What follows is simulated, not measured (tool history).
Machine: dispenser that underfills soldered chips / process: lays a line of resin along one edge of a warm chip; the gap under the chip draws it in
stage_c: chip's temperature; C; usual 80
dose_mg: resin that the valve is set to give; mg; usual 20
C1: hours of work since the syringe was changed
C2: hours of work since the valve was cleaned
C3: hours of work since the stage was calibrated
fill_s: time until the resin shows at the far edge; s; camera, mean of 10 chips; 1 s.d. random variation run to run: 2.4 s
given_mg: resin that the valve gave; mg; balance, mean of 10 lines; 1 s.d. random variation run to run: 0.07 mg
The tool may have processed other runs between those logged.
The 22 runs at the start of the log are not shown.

Run 23, hour 83.8: usual settings but stage_c 93 C, dose_mg 25.3 mg; C1 9; C2 26; C3 77. Result: fill_s 281.1 s, given_mg 25.01 mg.
At hour 85.2: new syringe of resin.
Run 24, hour 86.6: usual settings but stage_c 93 C, dose_mg 25.6 mg; C1 1; C2 27; C3 78. Result: fill_s 140.1 s, given_mg 25.34 mg.
Run 25, hour 89.9: usual settings but stage_c 93 C, dose_mg 25.6 mg; C1 3; C2 30; C3 81. Result: fill_s 170.2 s, given_mg 25.35 mg.
Run 26, hour 92.8: usual settings but stage_c 93 C, dose_mg 25.6 mg; C1 5; C2 32; C3 83. Result: fill_s 199.7 s, given_mg 25.21 mg.
Run 27, hour 95.6: usual settings but stage_c 82 C, dose_mg 17.8 mg; C1 7; C2 34; C3 85. Result: fill_s 408.4 s, given_mg 17.46 mg.
At hour 99.5: new syringe of resin.
Run 28, hour 101.1: usual settings but stage_c 82 C, dose_mg 17.8 mg; C1 1; C2 37; C3 89. Result: fill_s 243.3 s, given_mg 17.49 mg.
Run 29, hour 105: usual settings but stage_c 82 C, dose_mg 17.8 mg; C1 4; C2 40; C3 91. Result: fill_s 300.7 s, given_mg 17.49 mg.
Run 30, hour 107.5: usual settings but stage_c 85 C; C1 6; C2 42; C3 93. Result: fill_s 305.8 s, given_mg 19.64 mg.
At hour 110: dispensing valve cleaned and set on the balance.
Run 31, hour 111.8: usual settings but stage_c 90 C; C1 8; C2 1; C3 96. Result: fill_s 293.7 s, given_mg 20.08 mg.
At hour 114.7: new syringe of resin.
Run 32, hour 115.7: usual settings but stage_c 66 C, dose_mg 22.5 mg; C1 1; C2 4; C3 98. Result: fill_s 463.1 s, given_mg 22.5 mg.
Run 33, hour 120: usual settings but stage_c 79 C, dose_mg 25.2 mg; C1 4; C2 7; C3 101. Result: fill_s 327.4 s, given_mg 25.24 mg.
Run 34, hour 123.8: usual settings but stage_c 79 C, dose_mg 25.2 mg; C1 7; C2 10; C3 104. Result: fill_s 407.5 s, given_mg 25.2 mg.
Run 35, hour 127.3: usual settings; C1 9; C2 12; C3 106. Result: fill_s 493.3 s, given_mg 19.94 mg.

Forecast each of these 4 alternatives for the next run:
At hour 128.8: new syringe of resin.
Run A, hour 133.3: usual settings but stage_c 84 C, dose_mg 20.1 mg; C1 3; C2 16; C3 111. Result: fill_s ?, given_mg ?.
At hour 128.8: new syringe of resin.
Run B, hour 133.3: usual settings but stage_c 66 C, dose_mg 25.2 mg; C1 3; C2 16; C3 111. Result: fill_s ?, given_mg ?.
At hour 128.8: new syringe of resin.
Run C, hour 133.3: usual settings but stage_c 84 C, dose_mg 23 mg; C1 3; C2 16; C3 111. Result: fill_s ?, given_mg ?.
At hour 128.8: new syringe of resin.
Run D, hour 133.3: usual settings but stage_c 65 C, dose_mg 24.1 mg; C1 3; C2 16; C3 111. Result: fill_s ?, given_mg ?.

run  fill_s  given_mg
  A   251.8     19.97
  B   585.2     25.07
  C   251.1     22.81
  D   599.5     23.93
Had the tool no hidden state, the same runs would have come out as:
run  fill_s  given_mg
  A   201.3      20.1
  B   470.2     25.23
  C   200.9     22.95
  D   481.6     24.07
